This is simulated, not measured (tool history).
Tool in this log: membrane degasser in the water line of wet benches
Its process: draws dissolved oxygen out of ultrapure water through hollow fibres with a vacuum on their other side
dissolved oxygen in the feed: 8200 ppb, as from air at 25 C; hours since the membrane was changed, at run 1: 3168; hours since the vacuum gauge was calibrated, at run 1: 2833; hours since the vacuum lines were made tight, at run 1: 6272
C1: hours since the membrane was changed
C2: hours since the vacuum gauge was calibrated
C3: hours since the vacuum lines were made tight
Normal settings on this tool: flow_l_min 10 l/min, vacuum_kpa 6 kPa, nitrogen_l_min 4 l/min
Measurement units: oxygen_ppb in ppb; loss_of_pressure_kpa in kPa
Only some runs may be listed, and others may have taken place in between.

run 1 hour=0 | flow_l_min=10 vacuum_kpa=6 nitrogen_l_min=4 | C1=3168 C2=2833 C3=6272 | oxygen_ppb=22.5 loss_of_pressure_kpa=33.93
run 2 hour=84.5 | flow_l_min=12 vacuum_kpa=6 nitrogen_l_min=4 | C1=3253 C2=2918 C3=6357 | oxygen_ppb=27.6 loss_of_pressure_kpa=40.78
run 3 hour=198.1 | flow_l_min=12 vacuum_kpa=6 nitrogen_l_min=4 | C1=3366 C2=3031 C3=6470 | oxygen_ppb=28.3 loss_of_pressure_kpa=41.04
run 4 hour=276.9 | flow_l_min=12 vacuum_kpa=6 nitrogen_l_min=4 | C1=3445 C2=3110 C3=6549 | oxygen_ppb=27.8 loss_of_pressure_kpa=41.2
run 5 hour=427 | flow_l_min=12 vacuum_kpa=6 nitrogen_l_min=4 | C1=3595 C2=3260 C3=6699 | oxygen_ppb=28.4 loss_of_pressure_kpa=40.65
run 6 hour=608.4 | flow_l_min=12 vacuum_kpa=6 nitrogen_l_min=4 | C1=3777 C2=3442 C3=6881 | oxygen_ppb=27.5 loss_of_pressure_kpa=41
run 7 hour=699.1 | flow_l_min=12 vacuum_kpa=6 nitrogen_l_min=4 | C1=3867 C2=3533 C3=6971 | oxygen_ppb=28 loss_of_pressure_kpa=40.93
run 8 hour=802 | flow_l_min=12 vacuum_kpa=6 nitrogen_l_min=4 | C1=3970 C2=3635 C3=7074 | oxygen_ppb=28.2 loss_of_pressure_kpa=41.14
run 9 hour=946.1 | flow_l_min=10 vacuum_kpa=6 nitrogen_l_min=4 | C1=4114 C2=3780 C3=7218 | oxygen_ppb=21.9 loss_of_pressure_kpa=34.32
run 10 hour=1042.4 | flow_l_min=10 vacuum_kpa=6 nitrogen_l_min=4 | C1=4211 C2=3876 C3=7314 | oxygen_ppb=21.9 loss_of_pressure_kpa=34.31
run 11 hour=1184.1 | flow_l_min=10 vacuum_kpa=6 nitrogen_l_min=4 | C1=4352 C2=4018 C3=7456 | oxygen_ppb=21.6 loss_of_pressure_kpa=34.78
run 12 hour=1324.4 | flow_l_min=10 vacuum_kpa=6 nitrogen_l_min=4 | C1=4493 C2=4158 C3=7597 | oxygen_ppb=22.2 loss_of_pressure_kpa=34.56
run 13 hour=1444.8 | flow_l_min=10 vacuum_kpa=6 nitrogen_l_min=4 | C1=4613 C2=4278 C3=7717 | oxygen_ppb=22.3 loss_of_pressure_kpa=34.71
run 14 hour=1609 | flow_l_min=10 vacuum_kpa=6 nitrogen_l_min=4 | C1=4777 C2=4442 C3=7881 | oxygen_ppb=22.4 loss_of_pressure_kpa=34.67
run 15 hour=1683.1 | flow_l_min=10 vacuum_kpa=6 nitrogen_l_min=4 | C1=4851 C2=4517 C3=7955 | oxygen_ppb=22 loss_of_pressure_kpa=34.86
run 16 hour=1798.3 | flow_l_min=10 vacuum_kpa=3.9 nitrogen_l_min=4 | C1=4966 C2=4632 C3=8070 | oxygen_ppb=9 loss_of_pressure_kpa=34.44
run 17 hour=1959.3 | flow_l_min=10 vacuum_kpa=3.9 nitrogen_l_min=4 | C1=5127 C2=4793 C3=8231 | oxygen_ppb=8.9 loss_of_pressure_kpa=34.78
run 18 hour=2112 | flow_l_min=10 vacuum_kpa=3.9 nitrogen_l_min=2.13 | C1=5280 C2=4945 C3=8384 | oxygen_ppb=12.5 loss_of_pressure_kpa=35.26
run 19 hour=2195.2 | flow_l_min=10 vacuum_kpa=3.9 nitrogen_l_min=2.13 | C1=5363 C2=5029 C3=8467 | oxygen_ppb=12.5 loss_of_pressure_kpa=34.9
run 20 hour=2330.1 | flow_l_min=10 vacuum_kpa=3.9 nitrogen_l_min=2.13 | C1=5498 C2=5164 C3=8602 | oxygen_ppb=12.7 loss_of_pressure_kpa=34.87
run 21 hour=2481.5 | flow_l_min=10 vacuum_kpa=3.9 nitrogen_l_min=2.13 | C1=5650 C2=5315 C3=8754 | oxygen_ppb=13.2 loss_of_pressure_kpa=34.98
-- hour=2537.3 gauge calibrated
run 22 hour=2635.8 | flow_l_min=10 vacuum_kpa=3.9 nitrogen_l_min=2.13 | C1=5804 C2=5469 C3=8908 | oxygen_ppb=13.2 loss_of_pressure_kpa=34.18
run 23 hour=2722.2 | flow_l_min=10 vacuum_kpa=3.9 nitrogen_l_min=2.13 | C1=5890 C2=5556 C3=8994 | oxygen_ppb=13.5 loss_of_pressure_kpa=34.18
run 24 hour=2854.4 | flow_l_min=10 vacuum_kpa=3.9 nitrogen_l_min=2.13 | C1=6022 C2=5688 C3=9126 | oxygen_ppb=12.8 loss_of_pressure_kpa=34.09
run 25 hour=2959.4 | flow_l_min=10 vacuum_kpa=3.9 nitrogen_l_min=2.13 | C1=6128 C2=5793 C3=9232 | oxygen_ppb=12.9 loss_of_pressure_kpa=34.17
-- hour=2983.2 vacuum gauge calibrated
run 26 hour=3121.2 | flow_l_min=12 vacuum_kpa=3.79 nitrogen_l_min=2.78 | C1=6289 C2=138 C3=9393 | oxygen_ppb=13.1 loss_of_pressure_kpa=40.91
run 27 hour=3207.6 | flow_l_min=10 vacuum_kpa=7.38 nitrogen_l_min=6.51 | C1=6375 C2=224 C3=9479 | oxygen_ppb=20.3 loss_of_pressure_kpa=34.29
run 28 hour=3292.1 | flow_l_min=8 vacuum_kpa=9.28 nitrogen_l_min=11.03 | C1=6460 C2=309 C3=9564 | oxygen_ppb=13.3 loss_of_pressure_kpa=27.58
run 29 hour=3426.9 | flow_l_min=11 vacuum_kpa=4.98 nitrogen_l_min=9.53 | C1=6594 C2=444 C3=9698 | oxygen_ppb=11.1 loss_of_pressure_kpa=37.87
-- hour=3593.4 seals of the vacuum lines changed
run 30 hour=3608.9 | flow_l_min=11 vacuum_kpa=4.98 nitrogen_l_min=9.53 | C1=6774 C2=624 C3=15 | oxygen_ppb=11.5 loss_of_pressure_kpa=38.08

5 ways to go on from here, each from the tool as it stands after run 30. What would each give?
run A hour=3762.6 | flow_l_min=11 vacuum_kpa=4.22 nitrogen_l_min=4.18 | C1=6928 C2=777 C3=169 | oxygen_ppb=? loss_of_pressure_kpa=?
run B hour=3762.6 | flow_l_min=10 vacuum_kpa=6.78 nitrogen_l_min=3.91 | C1=6928 C2=777 C3=169 | oxygen_ppb=? loss_of_pressure_kpa=?
run C hour=3762.6 | flow_l_min=12 vacuum_kpa=7.79 nitrogen_l_min=7.91 | C1=6928 C2=777 C3=169 | oxygen_ppb=? loss_of_pressure_kpa=?
run D hour=3762.6 | flow_l_min=10 vacuum_kpa=6 nitrogen_l_min=2.19 | C1=6928 C2=777 C3=169 | oxygen_ppb=? loss_of_pressure_kpa=?
run E hour=3762.6 | flow_l_min=10 vacuum_kpa=5.91 nitrogen_l_min=4.49 | C1=6928 C2=777 C3=169 | oxygen_ppb=? loss_of_pressure_kpa=?

run=A oxygen_ppb=12.4 loss_of_pressure_kpa=37.99
run=B oxygen_ppb=27.3 loss_of_pressure_kpa=34.29
run=C oxygen_ppb=24.7 loss_of_pressure_kpa=41.29
run=D oxygen_ppb=36.5 loss_of_pressure_kpa=34.52
run=E oxygen_ppb=19.7 loss_of_pressure_kpa=34.38
Take away the tool's hidden state, keep each run's random variation, and the runs would have read:
run=A oxygen_ppb=12.4 loss_of_pressure_kpa=37.46
run=B oxygen_ppb=27.3 loss_of_pressure_kpa=33.81
run=C oxygen_ppb=24.6 loss_of_pressure_kpa=40.71
run=D oxygen_ppb=36.5 loss_of_pressure_kpa=34.04
run=E oxygen_ppb=19.7 loss_of_pressure_kpa=33.9
